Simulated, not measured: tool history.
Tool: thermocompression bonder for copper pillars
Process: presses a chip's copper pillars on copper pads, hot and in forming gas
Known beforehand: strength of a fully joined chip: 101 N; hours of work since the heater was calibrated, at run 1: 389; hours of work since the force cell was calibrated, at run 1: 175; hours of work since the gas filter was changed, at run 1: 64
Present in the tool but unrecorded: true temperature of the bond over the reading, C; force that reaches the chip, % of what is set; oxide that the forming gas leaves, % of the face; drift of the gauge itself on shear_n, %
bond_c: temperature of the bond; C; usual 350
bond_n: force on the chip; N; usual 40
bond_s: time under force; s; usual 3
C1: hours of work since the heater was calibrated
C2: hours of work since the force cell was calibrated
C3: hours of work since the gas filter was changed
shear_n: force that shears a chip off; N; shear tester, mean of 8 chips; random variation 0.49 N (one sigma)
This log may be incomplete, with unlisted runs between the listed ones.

{"run": 1, "hour": 0.0, "bond_c": 350, "bond_n": 40, "bond_s": 3, "C1": 389, "C2": 175, "C3": 64, "shear_n": 65.6}
{"run": 2, "hour": 10.3, "bond_c": 350, "bond_n": 40, "bond_s": 3, "C1": 393, "C2": 180, "C3": 68, "shear_n": 65.4}
{"run": 3, "hour": 16.9, "bond_c": 350, "bond_n": 40, "bond_s": 3, "C1": 396, "C2": 183, "C3": 71, "shear_n": 66.5}
{"run": 4, "hour": 26.6, "bond_c": 350, "bond_n": 40, "bond_s": 3, "C1": 400, "C2": 187, "C3": 75, "shear_n": 65.4}
{"run": 5, "hour": 33.0, "bond_c": 350, "bond_n": 40, "bond_s": 3, "C1": 403, "C2": 190, "C3": 78, "shear_n": 66.4}
{"run": 6, "hour": 37.8, "bond_c": 350, "bond_n": 40, "bond_s": 3, "C1": 405, "C2": 192, "C3": 80, "shear_n": 65.6}
{"run": 7, "hour": 48.0, "bond_c": 350, "bond_n": 40, "bond_s": 3, "C1": 410, "C2": 196, "C3": 85, "shear_n": 65.5}
{"run": 8, "hour": 54.6, "bond_c": 350, "bond_n": 40, "bond_s": 3, "C1": 413, "C2": 199, "C3": 88, "shear_n": 65}
{"run": 9, "hour": 61.5, "bond_c": 350, "bond_n": 40, "bond_s": 3, "C1": 416, "C2": 202, "C3": 91, "shear_n": 65.4}
{"run": 10, "hour": 69.4, "bond_c": 350, "bond_n": 40, "bond_s": 3, "C1": 419, "C2": 206, "C3": 94, "shear_n": 66.2}
{"run": 11, "hour": 74.5, "bond_c": 350, "bond_n": 40, "bond_s": 3, "C1": 421, "C2": 208, "C3": 96, "shear_n": 65.9}
{"run": 12, "hour": 78.7, "bond_c": 339, "bond_n": 40, "bond_s": 3, "C1": 423, "C2": 210, "C3": 98, "shear_n": 61.3}
{"run": 13, "hour": 89.0, "bond_c": 350, "bond_n": 41, "bond_s": 3, "C1": 428, "C2": 214, "C3": 103, "shear_n": 67.2}
{"run": 14, "hour": 94.1, "bond_c": 350, "bond_n": 41, "bond_s": 3, "C1": 430, "C2": 216, "C3": 105, "shear_n": 65.8}
{"run": 15, "hour": 100.1, "bond_c": 360, "bond_n": 28, "bond_s": 4, "C1": 433, "C2": 219, "C3": 108, "shear_n": 62}
{"run": 16, "hour": 105.1, "bond_c": 350, "bond_n": 33, "bond_s": 3, "C1": 435, "C2": 221, "C3": 110, "shear_n": 59.4}
{"run": 17, "hour": 110.4, "bond_c": 355, "bond_n": 40, "bond_s": 2, "C1": 437, "C2": 224, "C3": 112, "shear_n": 60.9}
{"run": 18, "hour": 120.1, "bond_c": 327, "bond_n": 40, "bond_s": 3, "C1": 441, "C2": 228, "C3": 116, "shear_n": 57.5}
{"run": 19, "hour": 124.4, "bond_c": 342, "bond_n": 35, "bond_s": 6, "C1": 443, "C2": 230, "C3": 118, "shear_n": 70.7}
{"run": 20, "hour": 132.5, "bond_c": 367, "bond_n": 49, "bond_s": 3, "C1": 447, "C2": 233, "C3": 122, "shear_n": 78.8}
{"run": 21, "hour": 139.7, "bond_c": 333, "bond_n": 59, "bond_s": 3, "C1": 450, "C2": 236, "C3": 125, "shear_n": 73.3}
{"run": 22, "hour": 149.4, "bond_c": 350, "bond_n": 40, "bond_s": 8, "C1": 454, "C2": 241, "C3": 129, "shear_n": 81.5}
{"run": 23, "hour": 154.7, "bond_c": 350, "bond_n": 36, "bond_s": 4, "C1": 456, "C2": 243, "C3": 131, "shear_n": 66.5}
{"run": 24, "hour": 160.4, "bond_c": 350, "bond_n": 36, "bond_s": 4, "C1": 459, "C2": 245, "C3": 134, "shear_n": 66.6}
{"run": 25, "hour": 170.0, "bond_c": 333, "bond_n": 35, "bond_s": 5, "C1": 463, "C2": 250, "C3": 138, "shear_n": 64.8}
{"run": 26, "hour": 179.2, "bond_c": 331, "bond_n": 33, "bond_s": 4, "C1": 467, "C2": 254, "C3": 142, "shear_n": 56.5}
{"run": 27, "hour": 185.2, "bond_c": 374, "bond_n": 40, "bond_s": 2, "C1": 470, "C2": 256, "C3": 145, "shear_n": 66.4}

Alternative continuations, all from the tool just after run 27; predict every row:
{"run": "A", "hour": 190.5, "bond_c": 355, "bond_n": 40, "bond_s": 2, "C1": 472, "C2": 259, "C3": 147, "shear_n": "?"}
{"run": "B", "hour": 190.5, "bond_c": 346, "bond_n": 35, "bond_s": 2, "C1": 472, "C2": 259, "C3": 147, "shear_n": "?"}
{"run": "C", "hour": 190.5, "bond_c": 363, "bond_n": 27, "bond_s": 2, "C1": 472, "C2": 259, "C3": 147, "shear_n": "?"}

run=A shear_n=59.9
run=B shear_n=52.7
run=C shear_n=49.2
The same runs, with their run-to-run variation unchanged, on a tool lacking any hidden condition would have given:
run=A shear_n=60.3
run=B shear_n=53.1
run=C shear_n=49.5

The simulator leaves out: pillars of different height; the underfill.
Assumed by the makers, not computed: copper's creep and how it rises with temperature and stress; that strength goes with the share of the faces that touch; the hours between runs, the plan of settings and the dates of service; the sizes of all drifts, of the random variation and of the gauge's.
